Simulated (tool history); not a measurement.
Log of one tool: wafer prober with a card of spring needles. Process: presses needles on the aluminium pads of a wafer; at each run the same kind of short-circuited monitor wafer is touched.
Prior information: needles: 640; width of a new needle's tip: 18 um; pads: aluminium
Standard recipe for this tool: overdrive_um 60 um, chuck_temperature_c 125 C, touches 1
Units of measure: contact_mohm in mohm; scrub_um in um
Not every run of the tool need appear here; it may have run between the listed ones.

run   hour  overdrive_um  chuck_temperature_c  touches  contact_mohm  scrub_um
  1      0            60                  125        1           319      9.35
  2   14.8            60                   28        1           280      9.38
  3   31.9            60                   28        1           284      9.41
  4   41.5            60                   28        1           290      9.42
  5   56.9            60                   28        1           283      9.42
  6   72.2            60                   28        1           284      9.47
  7   81.1            60                   28        1           286      9.45
  8   97.8            68                  125        1           311     10.72
  9  113.4            68                  125        1           315     10.82
 10  123.5            60                  125        1           315      9.53
 11  136.1            60                  125        2           313      9.53
 12  146.3            60                  125        2           317      9.57
 13  159.1            60                  125        2           318      9.58
 14  172.3            49                  125        1           331      7.78
 15  187.2            49                  125        1           325      7.83
 16  201.8            49                  125        1           326      7.63
 17  210.6            49                  125        1           326      7.61
 18    229            62                  114        2           309      9.71
 19  240.6            55                   92        2           313      8.56
 20  251.2            57                   32        1           289      8.92
 21  267.1            57                   32        1           288      8.94
 22  282.5            61                   29        2           278      9.68
 23  299.8            61                   29        2           285      9.68
 24  316.7            61                   29        2           283      9.69
 25  332.1            72                   29        1           279     11.42
 26  349.7            40                   51        1           304      6.42
 27  359.7            40                   51        1           304      6.41
 28    372            40                   51        1           311      6.41
 29  384.1            40                   36        2           301      6.43

Withheld: 53 entries from between the runs. Position of each, and hidden state at the listed run before versus the listed run after:
Logged between run 1 and run 2: tips cleaned on abrasive film (hour 1.2); tips cleaned on abrasive film (hour 8.3)
  drift of the gauge itself on scrub_um, %: 0 -> 0.21
  measured less the result without the state, scrub_um: +0 -> +0.02 um
Logged between run 2 and run 3: tips cleaned on abrasive film (hour 16.1); tips cleaned on abrasive film (hour 24.1); tips cleaned on abrasive film (hour 31.9)
  debris on the tips, nm: 0.4 -> 0; way that the needles fall short of the set height, um: 0 -> 0.01; drift of the gauge itself on scrub_um, %: 0.21 -> 0.46
  measured less the result without the state, scrub_um: +0.02 -> +0.04 um
Logged between run 3 and run 4: tips cleaned on abrasive film (hour 39.2)
  debris on the tips, nm: 0 -> 0.2; drift of the gauge itself on scrub_um, %: 0.46 -> 0.6
  measured less the result without the state, scrub_um: +0.04 -> +0.06 um
Logged between run 4 and run 5: tips cleaned on abrasive film (hour 47.9); tips cleaned on abrasive film (hour 55.5)
  debris on the tips, nm: 0.2 -> 0.1; drift of the gauge itself on scrub_um, %: 0.6 -> 0.82
  measured less the result without the state, scrub_um: +0.06 -> +0.07 um
Logged between run 5 and run 6: tips cleaned on abrasive film (hour 63.2); tips cleaned on abrasive film (hour 71.4)
  drift of the gauge itself on scrub_um, %: 0.82 -> 1.04
  measured less the result without the state, scrub_um: +0.07 -> +0.1 um
Logged between run 6 and run 7: tips cleaned on abrasive film (hour 78.7)
  debris on the tips, nm: 0.1 -> 0.2; drift of the gauge itself on scrub_um, %: 1.04 -> 1.17
  measured less the result without the state, scrub_um: +0.1 -> +0.11 um
Logged between run 7 and run 8: tips cleaned on abrasive film (hour 86.3); tips cleaned on abrasive film (hour 94.4); height of the first contact set anew (hour 96.5)
  debris on the tips, nm: 0.2 -> 0.3; way that the needles fall short of the set height, um: 0.01 -> 0; drift of the gauge itself on scrub_um, %: 1.17 -> 1.4
  measured less the result without the state, scrub_um: +0.11 -> +0.15 um
Logged between run 8 and run 9: tips cleaned on abrasive film (hour 103.1); tips cleaned on abrasive film (hour 110.6)
  drift of the gauge itself on scrub_um, %: 1.4 -> 1.63
  measured less the result without the state, scrub_um: +0.15 -> +0.17 um
Logged between run 9 and run 10: tips cleaned on abrasive film (hour 118.9)
  drift of the gauge itself on scrub_um, %: 1.63 -> 1.77
  measured less the result without the state, scrub_um: +0.17 -> +0.17 um
Logged between run 10 and run 11: tips cleaned on abrasive film (hour 126.3); tips cleaned on abrasive film (hour 133.8)
  debris on the tips, nm: 0.3 -> 0.2; drift of the gauge itself on scrub_um, %: 1.77 -> 1.95
  measured less the result without the state, scrub_um: +0.17 -> +0.19 um
Logged between run 11 and run 12: tips cleaned on abrasive film (hour 142.1)
  debris on the tips, nm: 0.2 -> 0.3; drift of the gauge itself on scrub_um, %: 1.95 -> 2.1
  measured less the result without the state, scrub_um: +0.19 -> +0.2 um
Logged between run 12 and run 13: tips cleaned on abrasive film (hour 149.6); tips cleaned on abrasive film (hour 157.6)
  debris on the tips, nm: 0.3 -> 0.1; drift of the gauge itself on scrub_um, %: 2.1 -> 2.29
  measured less the result without the state, scrub_um: +0.2 -> +0.21 um
Logged between run 13 and run 14: tips cleaned on abrasive film (hour 165.3); tips cleaned on abrasive film (hour 172.3)
  drift of the gauge itself on scrub_um, %: 2.29 -> 2.48
  measured less the result without the state, scrub_um: +0.21 -> +0.19 um
Logged between run 14 and run 15: tips cleaned on abrasive film (hour 179.6); tips cleaned on abrasive film (hour 187)
  debris on the tips, nm: 0.1 -> 0; drift of the gauge itself on scrub_um, %: 2.48 -> 2.69
  measured less the result without the state, scrub_um: +0.19 -> +0.21 um
Logged between run 15 and run 16: tips cleaned on abrasive film (hour 194.6); tips cleaned on abrasive film (hour 201.6); gauge calibrated (hour 201.8)
  drift of the gauge itself on scrub_um, %: 2.69 -> 0
  measured less the result without the state, scrub_um: +0.21 -> +0 um
Logged between run 16 and run 17: tips cleaned on abrasive film (hour 209.6)
  debris on the tips, nm: 0 -> 0.1; drift of the gauge itself on scrub_um, %: 0 -> 0.13
  measured less the result without the state, scrub_um: +0 -> +0.01 um
Logged between run 17 and run 18: tips cleaned on abrasive film (hour 217.1); tips cleaned on abrasive film (hour 224.6)
  debris on the tips, nm: 0.1 -> 0.3; drift of the gauge itself on scrub_um, %: 0.13 -> 0.39
  measured less the result without the state, scrub_um: +0.01 -> +0.04 um
Logged between run 18 and run 19: tips cleaned on abrasive film (hour 232); tips cleaned on abrasive film (hour 240.1)
  debris on the tips, nm: 0.3 -> 0.1; drift of the gauge itself on scrub_um, %: 0.39 -> 0.56
  measured less the result without the state, scrub_um: +0.04 -> +0.05 um
Logged between run 19 and run 20: tips cleaned on abrasive film (hour 248)
  debris on the tips, nm: 0.1 -> 0.3; drift of the gauge itself on scrub_um, %: 0.56 -> 0.71
  measured less the result without the state, scrub_um: +0.05 -> +0.06 um
Logged between run 20 and run 21: tips cleaned on abrasive film (hour 255.4); tips cleaned on abrasive film (hour 263.8)
  drift of the gauge itself on scrub_um, %: 0.71 -> 0.94
  measured less the result without the state, scrub_um: +0.06 -> +0.08 um
Logged between run 21 and run 22: tips cleaned on abrasive film (hour 271.6); tips cleaned on abrasive film (hour 279.3)
  way that the needles fall short of the set height, um: 0 -> 0.01; drift of the gauge itself on scrub_um, %: 0.94 -> 1.16
  measured less the result without the state, scrub_um: +0.08 -> +0.11 um
Logged between run 22 and run 23: tips cleaned on abrasive film (hour 287.2); tips cleaned on abrasive film (hour 294.3)
  debris on the tips, nm: 0.3 -> 0.4; drift of the gauge itself on scrub_um, %: 1.16 -> 1.41
  measured less the result without the state, scrub_um: +0.11 -> +0.14 um
Logged between run 23 and run 24: tips cleaned on abrasive film (hour 302.7); tips cleaned on abrasive film (hour 310.5)
  drift of the gauge itself on scrub_um, %: 1.41 -> 1.66
  measured less the result without the state, scrub_um: +0.14 -> +0.15 um
Logged between run 24 and run 25: tips cleaned on abrasive film (hour 318.2); tips cleaned on abrasive film (hour 326.4)
  drift of the gauge itself on scrub_um, %: 1.66 -> 1.88
  measured less the result without the state, scrub_um: +0.15 -> +0.21 um
Logged between run 25 and run 26: tips cleaned on abrasive film (hour 333.7); height of the first contact set anew (hour 334); tips cleaned on abrasive film (hour 341.7); tips cleaned on abrasive film (hour 348.8)
  debris on the tips, nm: 0.4 -> 0.1; way that the needles fall short of the set height, um: 0.01 -> 0; drift of the gauge itself on scrub_um, %: 1.88 -> 2.13
  measured less the result without the state, scrub_um: +0.21 -> +0.14 um
Logged between run 26 and run 27: tips cleaned on abrasive film (hour 356.1)
  debris on the tips, nm: 0.1 -> 0.3; drift of the gauge itself on scrub_um, %: 2.13 -> 2.27
  measured less the result without the state, scrub_um: +0.14 -> +0.14 um
Logged between run 27 and run 28: tips cleaned on abrasive film (hour 364.5); tips cleaned on abrasive film (hour 372)
  debris on the tips, nm: 0.3 -> 0; drift of the gauge itself on scrub_um, %: 2.27 -> 2.45
  measured less the result without the state, scrub_um: +0.14 -> +0.15 um
Logged between run 28 and run 29: tips cleaned on abrasive film (hour 380)
  debris on the tips, nm: 0 -> 0.3; drift of the gauge itself on scrub_um, %: 2.45 -> 2.62
  measured less the result without the state, scrub_um: +0.15 -> +0.16 um

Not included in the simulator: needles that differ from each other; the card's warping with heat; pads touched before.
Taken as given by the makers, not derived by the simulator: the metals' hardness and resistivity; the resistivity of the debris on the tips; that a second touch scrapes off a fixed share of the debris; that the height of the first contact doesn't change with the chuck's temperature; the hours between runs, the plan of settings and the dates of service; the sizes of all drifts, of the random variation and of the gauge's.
